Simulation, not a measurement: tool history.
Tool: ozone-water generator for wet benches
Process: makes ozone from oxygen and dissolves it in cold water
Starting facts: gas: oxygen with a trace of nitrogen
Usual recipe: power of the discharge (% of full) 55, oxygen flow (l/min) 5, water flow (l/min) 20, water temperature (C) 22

run,hour,power of the discharge (% of full),oxygen flow (l/min),water flow (l/min),water temperature (C),dissolved ozone (ppm),ozone in the gas ahead of the water (g/m3)
1,0,55,5,20,22,20.3,210.4
2,90.1,55,5,13,22,28.3,210.1
3,167.4,55,5,13,22,28,210.7
4,276.1,55,5.15,20,22,20.3,208.2
5,394.8,55,5.15,20,22,20.3,207.3
6,572.2,55,4.32,20,22,19.7,220.3
7,730.3,55,4.32,20,22,19.6,220.7
8,850.4,98,5,13,22,42,312.8
9,940.8,98,5,13,22,41.4,311.9

Estimate the outcome of run 10 from the log above:
10,1056.3,55,3.15,20,22,?,?

dissolved ozone (ppm): 18.2
ozone in the gas ahead of the water (g/m3): 250.2
Had the tool carried no hidden state, the very same run would have given dissolved ozone (ppm) 20.3, ozone in the gas ahead of the water (g/m3) 274.7.
